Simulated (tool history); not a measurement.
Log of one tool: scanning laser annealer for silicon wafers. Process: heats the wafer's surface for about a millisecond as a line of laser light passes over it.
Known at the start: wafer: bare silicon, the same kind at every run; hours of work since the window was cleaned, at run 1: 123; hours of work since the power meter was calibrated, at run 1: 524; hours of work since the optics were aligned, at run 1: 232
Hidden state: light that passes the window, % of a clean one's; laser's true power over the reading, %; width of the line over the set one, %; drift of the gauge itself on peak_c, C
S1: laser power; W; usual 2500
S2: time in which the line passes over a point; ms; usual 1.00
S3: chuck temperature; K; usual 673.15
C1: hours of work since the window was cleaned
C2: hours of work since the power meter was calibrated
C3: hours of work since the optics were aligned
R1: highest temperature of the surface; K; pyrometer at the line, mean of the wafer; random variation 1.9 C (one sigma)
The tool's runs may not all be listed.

run     day    S1    S2      S3   C1   C2   C3       R1
  1   0.000  2500  1.00  673.15  123  524  232  1470.15
  2   0.975  2500  1.00  673.15  137  537  245  1473.15
  3   1.600  2500  1.00  686.15  145  545  253  1482.15
  4   2.542  2500  1.15  686.15  158  558  266  1540.15
  5   3.033  2720  1.15  686.15  164  564  272  1635.15
  6   3.871  2720  0.73  686.15  175  576  284  1436.15
  7   4.796  2720  0.73  686.15  188  588  296  1436.15
  8   5.762  2720  0.73  686.15  201  601  309  1437.15
      5.954  -- laser's power meter calibrated
  9   6.312  2720  0.73  686.15  207    5  315  1439.15
 10   7.121  2720  0.73  686.15  217   16  326  1436.15
 11   7.612  2500  1.19  673.15  224   22  332  1540.15
 12   8.117  2219  1.05  688.15  231   29  339  1390.15
 13   9.033  2500  0.84  673.15  243   41  351  1398.15
 14   9.867  2570  0.74  655.15  254   52  362  1355.15
     10.546  -- laser's power meter calibrated, once more
 15  10.671  2136  0.88  673.15  263    2  372  1282.15
 16  11.546  2136  0.88  673.15  275   13  383  1280.15
 17  12.038  2136  0.88  673.15  282   20  390  1282.15
 18  12.633  2276  1.00  700.15  290   28  398  1402.15
 19  13.429  2230  1.04  666.15  300   39  409  1365.15

The same runs without the tool's hidden state, with the same run-to-run variation:
run       R1
  1  1478.15
  2  1481.15
  3  1491.15
  4  1551.15
  5  1647.15
  6  1445.15
  7  1446.15
  8  1447.15
  9  1450.15
 10  1447.15
 11  1553.15
 12  1401.15
 13  1410.15
 14  1367.15
 15  1293.15
 16  1291.15
 17  1293.15
 18  1416.15
 19  1379.15
